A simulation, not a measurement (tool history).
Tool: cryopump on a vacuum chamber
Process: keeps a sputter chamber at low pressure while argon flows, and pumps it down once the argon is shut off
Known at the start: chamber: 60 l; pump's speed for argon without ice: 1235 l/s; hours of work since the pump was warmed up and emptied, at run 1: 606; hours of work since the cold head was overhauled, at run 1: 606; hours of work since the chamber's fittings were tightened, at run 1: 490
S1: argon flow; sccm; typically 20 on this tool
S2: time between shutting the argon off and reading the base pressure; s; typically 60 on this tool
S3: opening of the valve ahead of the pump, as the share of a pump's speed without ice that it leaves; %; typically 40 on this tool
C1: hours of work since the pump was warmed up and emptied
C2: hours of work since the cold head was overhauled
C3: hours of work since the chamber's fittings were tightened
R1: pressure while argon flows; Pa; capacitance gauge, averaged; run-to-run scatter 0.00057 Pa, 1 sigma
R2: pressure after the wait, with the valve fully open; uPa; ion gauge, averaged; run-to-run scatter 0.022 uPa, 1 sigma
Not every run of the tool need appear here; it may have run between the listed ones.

{"run": 1, "hour": 0.0, "S1": 20, "S2": 60, "S3": 40, "C1": 606, "C2": 606, "C3": 490, "R1": 0.073, "R2": 2.08}
{"run": 2, "hour": 33.5, "S1": 20, "S2": 60, "S3": 40, "C1": 635, "C2": 635, "C3": 518, "R1": 0.0723, "R2": 2.1}
{"hour": 64.1, "done": "pump warmed up, emptied and cooled again"}
{"run": 3, "hour": 73.6, "S1": 20, "S2": 60, "S3": 40, "C1": 8, "C2": 665, "C3": 548, "R1": 0.0686, "R2": 2.07}
{"run": 4, "hour": 95.8, "S1": 20, "S2": 60, "S3": 40, "C1": 27, "C2": 684, "C3": 567, "R1": 0.0677, "R2": 2.01}
{"run": 5, "hour": 138.0, "S1": 20, "S2": 60, "S3": 40, "C1": 63, "C2": 720, "C3": 603, "R1": 0.0694, "R2": 2.11}
{"run": 6, "hour": 180.0, "S1": 20, "S2": 60, "S3": 40, "C1": 99, "C2": 756, "C3": 639, "R1": 0.0688, "R2": 2.15}
{"run": 7, "hour": 202.1, "S1": 20, "S2": 60, "S3": 40, "C1": 118, "C2": 774, "C3": 658, "R1": 0.0698, "R2": 2.29}
{"run": 8, "hour": 222.8, "S1": 20, "S2": 60, "S3": 40, "C1": 136, "C2": 792, "C3": 676, "R1": 0.0704, "R2": 2.27}
{"run": 9, "hour": 241.1, "S1": 20, "S2": 60, "S3": 40, "C1": 151, "C2": 808, "C3": 691, "R1": 0.0691, "R2": 2.37}
{"run": 10, "hour": 259.2, "S1": 20, "S2": 20, "S3": 40, "C1": 167, "C2": 823, "C3": 707, "R1": 0.0699, "R2": 3.28}
{"run": 11, "hour": 278.4, "S1": 20, "S2": 25, "S3": 40, "C1": 183, "C2": 840, "C3": 723, "R1": 0.0701, "R2": 3.05}
{"run": 12, "hour": 297.0, "S1": 20, "S2": 25, "S3": 40, "C1": 199, "C2": 856, "C3": 739, "R1": 0.0701, "R2": 3.14}
{"run": 13, "hour": 340.6, "S1": 20, "S2": 25, "S3": 40, "C1": 236, "C2": 893, "C3": 777, "R1": 0.0703, "R2": 3.23}
{"run": 14, "hour": 363.6, "S1": 10, "S2": 28, "S3": 40, "C1": 256, "C2": 913, "C3": 796, "R1": 0.0344, "R2": 3.23}
{"run": 15, "hour": 402.3, "S1": 10, "S2": 28, "S3": 56, "C1": 289, "C2": 946, "C3": 829, "R1": 0.0254, "R2": 3.12}
{"run": 16, "hour": 446.2, "S1": 21, "S2": 60, "S3": 28, "C1": 327, "C2": 983, "C3": 867, "R1": 0.1054, "R2": 2.91}
{"run": 17, "hour": 472.6, "S1": 21, "S2": 72, "S3": 28, "C1": 349, "C2": 1006, "C3": 889, "R1": 0.105, "R2": 2.88}
{"run": 18, "hour": 496.9, "S1": 21, "S2": 237, "S3": 40, "C1": 370, "C2": 1027, "C3": 910, "R1": 0.0742, "R2": 2.58}
{"run": 19, "hour": 521.0, "S1": 21, "S2": 237, "S3": 40, "C1": 391, "C2": 1047, "C3": 931, "R1": 0.0757, "R2": 2.74}
{"run": 20, "hour": 546.9, "S1": 20, "S2": 23, "S3": 30, "C1": 413, "C2": 1069, "C3": 953, "R1": 0.094, "R2": 3.72}
{"run": 21, "hour": 570.3, "S1": 20, "S2": 260, "S3": 55, "C1": 433, "C2": 1089, "C3": 973, "R1": 0.0525, "R2": 2.87}
{"run": 22, "hour": 613.2, "S1": 16, "S2": 54, "S3": 58, "C1": 470, "C2": 1126, "C3": 1010, "R1": 0.0393, "R2": 3.36}
{"run": 23, "hour": 634.7, "S1": 20, "S2": 60, "S3": 17, "C1": 488, "C2": 1145, "C3": 1028, "R1": 0.1646, "R2": 3.36}

Run 24 comes next. What will it give?
{"run": 24, "hour": 654.3, "S1": 20, "S2": 25, "S3": 40, "C1": 505, "C2": 1161, "C3": 1045, "R1": "?", "R2": "?"}

R1: 0.0718 Pa
R2: 4.09 uPa
Were there no unlogged condition in the tool, this run, its random variation unchanged, would have produced R1 0.0681 Pa, R2 1.27 uPa.
